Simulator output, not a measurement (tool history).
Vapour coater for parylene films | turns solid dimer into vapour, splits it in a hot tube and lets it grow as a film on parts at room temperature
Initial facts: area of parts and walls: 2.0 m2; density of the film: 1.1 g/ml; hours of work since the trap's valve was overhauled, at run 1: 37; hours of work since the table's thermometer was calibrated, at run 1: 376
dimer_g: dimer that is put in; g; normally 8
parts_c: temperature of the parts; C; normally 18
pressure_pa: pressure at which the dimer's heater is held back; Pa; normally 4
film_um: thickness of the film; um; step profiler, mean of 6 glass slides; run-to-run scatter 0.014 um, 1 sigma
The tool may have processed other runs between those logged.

run     day  dimer_g  parts_c  pressure_pa  hours of work since the trap's valve was overhauled  hours of work since the table's thermometer was calibrated  film_um
  1       0        8       18            4                                                   37                                                         376     2.57
  2   1.354        8       18            4                                                   58                                                         397     2.56
  3   2.217        8       16            4                                                   71                                                         411     2.86
  4   3.833        8       16            4                                                   96                                                         436     2.85
  5   5.671        8       16            4                                                  125                                                         464     2.82
  6   6.767        8       18            4                                                  142                                                         481     2.55
  7     8.4        8       18            4                                                  167                                                         507     2.54
  8     9.7        8       18         3.84                                                  187                                                         527     2.53
  9  11.654        8       18         3.84                                                  218                                                         557     2.52
 10  13.233        8       18         3.84                                                  242                                                         582     2.52
 11  15.225        8       18         3.84                                                  273                                                         612     2.52
 12  16.646        8       18         3.84                                                  295                                                         634      2.5
 13  18.288        8       18         3.84                                                  320                                                         660     2.48
 14  19.208        5       18            4                                                  335                                                         674     1.55
 15  20.338       13       18            4                                                  352                                                         692        4
 16  22.338       13       16        11.12                                                  383                                                         723     3.95
 17      24       13       16        11.12                                                  409                                                         748     3.89
 18  24.992        4       14            4                                                  424                                                         764     1.48
 19  26.208       11       26        11.09                                                  443                                                         783     1.98
 20  27.388        5       18            4                                                  461                                                         801     1.51
 21  28.921       14       15         8.31                                                  485                                                         825     4.53
 22  30.104        6       15         9.74                                                  503                                                         843     1.89
 23  31.033        5       21            4                                                  518                                                         857      1.3
 24  32.104        5       24         4.82                                                  534                                                         874     1.09
 25  33.558        4       15         4.64                                                  557                                                         896     1.36
 26  34.946       10       13         6.89                                                  578                                                         918     3.56
 27  36.046       10       13         6.89                                                  595                                                         935     3.58
 28  37.554       10       13         6.89                                                  619                                                         958     3.55

Predict each of these 5 candidate next runs independently; none follows another, all start after run 28:
  A  38.692        8       18         7.11                                                  636                                                         976        ?
  B  38.692        8       15        10.19                                                  636                                                         976        ?
  C  38.692        4       13         6.89                                                  636                                                         976        ?
  D  38.692       10       11         6.89                                                  636                                                         976        ?
  E  38.692       12       13         8.16                                                  636                                                         976        ?

run  film_um
  A     2.18
  B     2.43
  C     1.41
  D     3.89
  E     4.17
Without the tool's unlogged condition, the same runs would have read:
run  film_um
  A     2.43
  B      2.7
  C     1.56
  D     4.32
  E     4.62

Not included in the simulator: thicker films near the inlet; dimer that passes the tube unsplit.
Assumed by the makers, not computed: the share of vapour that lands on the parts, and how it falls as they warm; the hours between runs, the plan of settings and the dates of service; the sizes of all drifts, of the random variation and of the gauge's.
